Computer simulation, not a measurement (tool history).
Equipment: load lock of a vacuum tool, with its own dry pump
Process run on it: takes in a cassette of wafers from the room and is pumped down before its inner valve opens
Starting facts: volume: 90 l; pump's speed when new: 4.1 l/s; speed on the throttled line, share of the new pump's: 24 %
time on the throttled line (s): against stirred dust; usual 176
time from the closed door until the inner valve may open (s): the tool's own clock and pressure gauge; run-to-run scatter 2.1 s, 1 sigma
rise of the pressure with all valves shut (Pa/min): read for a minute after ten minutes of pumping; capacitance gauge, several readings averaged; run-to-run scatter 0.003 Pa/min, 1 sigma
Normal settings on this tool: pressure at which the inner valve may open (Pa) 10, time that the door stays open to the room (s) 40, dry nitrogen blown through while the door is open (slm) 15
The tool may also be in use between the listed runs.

run    hour  time on the throttled line (s)  pressure at which the inner valve may open (Pa)  time that the door stays open to the room (s)  dry nitrogen blown through while the door is open (slm)  incoming humidity of the room's air, %  time from the closed door until the inner valve may open (s)  rise of the pressure with all valves shut (Pa/min)
  1     0.0                             176                                               10                                             40                                                       15                                    45.3                                                         348.8                                               0.325
  2    44.2                             176                                               10                                             40                                                       15                                    42.1                                                         348.5                                               0.328
  3   139.0                             176                                               10                                             40                                                       15                                    44.6                                                         352.1                                               0.346
  4   222.0                             176                                               10                                             40                                                       15                                    45.9                                                         348.3                                               0.343
  5   319.1                             176                                               10                                             40                                                       15                                    47.5                                                         351.6                                               0.362
  6   392.0                             176                                               10                                             40                                                       15                                    43.7                                                         347.9                                               0.367
  7   463.6                             176                                               10                                             40                                                       15                                    44.2                                                         351.8                                               0.369
  8   546.1                             176                                               10                                             40                                                       11                                    43.6                                                         348.1                                               0.384
  9   617.0                             252                                               10                                             40                                                       15                                    47.1                                                         407.4                                               0.396
 10   668.0                             176                                               10                                             40                                                       15                                    46.7                                                         350.4                                               0.393
 11   749.4                             176                                               10                                             40                                                       15                                    49.4                                                         354.0                                               0.412
 12   803.7                             176                                               10                                             40                                                       15                                    44.5                                                         353.9                                               0.407
 13   886.2                             176                                               10                                             40                                                       19                                    45.5                                                         353.7                                               0.409
 14   932.2                             176                                               10                                             40                                                       19                                    46.0                                                         353.1                                               0.421
 15  1000.5                             176                                               10                                            165                                                       15                                    44.4                                                         351.9                                               0.448
 16  1091.3                             176                                               10                                            165                                                       15                                    45.8                                                         356.0                                               0.457
 17  1161.4                             176                                               10                                            165                                                       10                                    46.2                                                         355.5                                               0.475
 18  1231.2                             176                                               10                                             40                                                       15                                    45.5                                                         355.7                                               0.448
 19  1304.7                             176                                               10                                             40                                                       15                                    49.5                                                         357.2                                               0.466
 20  1362.6                             187                                               10                                             40                                                       15                                    42.0                                                         359.8                                               0.472
 21  1439.0                             256                                               19                                             38                                                       15                                    45.4                                                         395.5                                               0.478
 22  1486.1                             143                                               18                                             68                                                       15                                    44.3                                                         317.1                                               0.499
     1545.4  -- door's seal changed, seat wiped
 23  1559.5                             143                                               18                                             68                                                       15                                    42.1                                                         315.1                                               0.035
 24  1646.6                             143                                               18                                             68                                                       15                                    45.4                                                         313.7                                               0.039
 25  1709.7                             228                                               18                                             68                                                       40                                    48.0                                                         381.5                                               0.025
 26  1779.2                             232                                               10                                             61                                                       23                                    44.4                                                         396.7                                               0.033
 27  1838.7                             232                                               10                                             61                                                       23                                    46.6                                                         391.2                                               0.036
 28  1890.9                             182                                               10                                            211                                                       23                                    44.6                                                         362.2                                               0.057
 29  1935.3                             182                                               10                                             94                                                       31                                    42.7                                                         362.0                                               0.038
 30  1988.1                             182                                               10                                             94                                                       31                                    44.0                                                         360.5                                               0.040
 31  2042.4                             242                                               11                                            147                                                       31                                    45.6                                                         403.3                                               0.049
 32  2114.8                             157                                               16                                            209                                                       11                                    42.8                                                         331.5                                               0.071
 33  2200.8                             157                                               16                                            209                                                       11                                    42.2                                                         332.6                                               0.081
 34  2278.9                             278                                               11                                            209                                                       11                                    43.9                                                         425.8                                               0.083
 35  2374.7                             158                                               17                                            209                                                       35                                    47.0                                                         326.2                                               0.070
 36  2463.4                             158                                               17                                            209                                                       35                                    45.6                                                         330.5                                               0.070
 37  2526.6                             176                                               13                                             40                                                       22                                    43.8                                                         350.1                                               0.050

Measured less the same run without the tool's hidden state. The same run-to-run variation is in both; the gauge's scatter may not be:
Hidden conditions of the tool in this case: pump's speed, % of a new pump's; leak at the door's seal, Pa l/s; drift of the gauge itself on ready_s, %; drift of the gauge itself on rise_pa_min, %.
run  time from the closed door until the inner valve may open (s)  rise of the pressure with all valves shut (Pa/min)
  1                                                         +10.5                                              +0.298
  2                                                         +10.7                                              +0.303
  3                                                         +11.1                                              +0.313
  4                                                         +11.3                                              +0.319
  5                                                         +11.7                                              +0.330
  6                                                         +11.8                                              +0.343
  7                                                         +12.2                                              +0.341
  8                                                         +12.3                                              +0.353
  9                                                         +11.2                                              +0.366
 10                                                         +12.8                                              +0.365
 11                                                         +13.2                                              +0.379
 12                                                         +13.3                                              +0.376
 13                                                         +13.6                                              +0.387
 14                                                         +13.8                                              +0.396
 15                                                         +13.9                                              +0.400
 16                                                         +14.4                                              +0.404
 17                                                         +15.1                                              +0.413
 18                                                         +14.8                                              +0.421
 19                                                         +15.2                                              +0.440
 20                                                         +14.9                                              +0.439
 21                                                         +12.3                                              +0.452
 22                                                         +15.2                                              +0.460
 23                                                         +15.3                                              +0.000
 24                                                         +15.5                                              +0.001
 25                                                         +13.5                                              +0.003
 26                                                         +14.9                                              +0.005
 27                                                         +14.9                                              +0.006
 28                                                         +16.6                                              +0.007
 29                                                         +16.7                                              +0.007
 30                                                         +16.9                                              +0.009
 31                                                         +15.8                                              +0.011
 32                                                         +16.8                                              +0.013
 33                                                         +17.1                                              +0.016
 34                                                         +14.9                                              +0.018
 35                                                         +17.2                                              +0.021
 36                                                         +17.7                                              +0.024
 37                                                         +18.6                                              +0.026
